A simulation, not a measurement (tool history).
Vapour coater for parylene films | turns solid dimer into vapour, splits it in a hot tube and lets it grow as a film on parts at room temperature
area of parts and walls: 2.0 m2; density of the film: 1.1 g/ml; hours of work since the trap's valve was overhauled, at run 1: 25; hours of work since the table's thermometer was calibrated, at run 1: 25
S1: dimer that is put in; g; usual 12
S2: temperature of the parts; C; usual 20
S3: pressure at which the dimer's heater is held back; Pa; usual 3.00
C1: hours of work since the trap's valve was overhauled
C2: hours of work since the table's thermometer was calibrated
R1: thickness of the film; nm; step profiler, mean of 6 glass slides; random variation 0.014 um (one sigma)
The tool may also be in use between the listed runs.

run   hour  S1  S2     S3   C1   C2    R1
  1    0.0  12  20   3.00   25   25  3930
  2   10.6  12  27   3.00   30   30  2880
  3   28.0  12  27   3.00   38   38  2880
  4   41.8  12  28   3.00   44   44  2750
  5   51.2  12  20   7.22   49   49  3650
  6   68.0  12  20   7.22   56   56  3640
  7   83.3  12  20   5.69   64   64  3700
  8   94.3  12  20   5.37   69   69  3710
  9  112.9  12  20   5.37   77   77  3730
 10  122.0  12  20   5.37   82   82  3710
 11  134.0  12  20   3.66   87   87  3820
 12  143.1  12  20   3.66   91   91  3830
 13  163.2  12  20   3.66  101  101  3850
 14  176.1  15  20   3.00  107  107  4870
 15  186.7  15  20   3.00  112  112  4850
 16  201.8  18  20   3.00  119  119  5790
 17  222.1  12  20   3.00  128  128  3880
 18  230.6  12  20   2.10  132  132  4010
 19  250.9  12  20   2.10  141  141  3990
 20  262.6  12  20   2.10  147  147  3990
 21  273.5  12  20   2.10  152  152  3980
 22  282.5  12  20   2.10  156  156  3980
 23  300.4  12  20   2.10  164  164  3990
 24  310.2  12  20   2.10  169  169  3990
     311.1  -- gauge calibrated
 25  318.5  12  26   2.10  173  173  3090
 26  334.3  12  17   6.23  180  180  4220
 27  346.6  12  20   8.58  186  186  3600
 28  360.8  12  20   8.58  193  193  3610
 29  379.0  12  20   8.58  201  201  3590
 30  393.9  10  22   6.23  208  208  2800
 31  407.6  10  22   6.23  214  214  2780
 32  418.1   7  20   2.26  219  219  2330
 33  427.8   7  20   2.26  224  224  2340
 34  448.3  12  22   7.94  233  233  3270
 35  467.0  10  20   2.44  242  242  3300
 36  483.6  19  28   2.44  250  250  4350
 37  502.2   5  14   2.44  258  258  2150
 38  511.1   5  30   2.23  262  262  1060
 39  531.2  17  30   8.63  272  272  3210
 40  550.8   9  15   4.36  281  281  3510
 41  568.2   9  15   4.36  289  289  3510
 42  588.6  21  14   2.42  299  299  9010
 43  603.9  21  14   2.42  306  306  9020
 44  612.9  20  13  11.25  310  310  7860
 45  621.8   9  13  11.25  314  314  3520
 46  638.4   6  15  11.25  322  322  2160
 47  647.5   6  15  11.25  326  326  2160
     653.2  -- trap's valve overhauled
 48  665.7   6  20   2.47    6  333  1950

Forecast each of these 3 alternatives for the next run:
  A  676.6  13  14  5.86  11  338   ?
  B  676.6   6  25  2.47  11  338   ?
  C  676.6   8  14  3.00  11  338   ?

run    R1
  A  5120
  B  1550
  C  3350
Without the tool's hidden state the same runs would have given:
run    R1
  A  5260
  B  1590
  C  3440
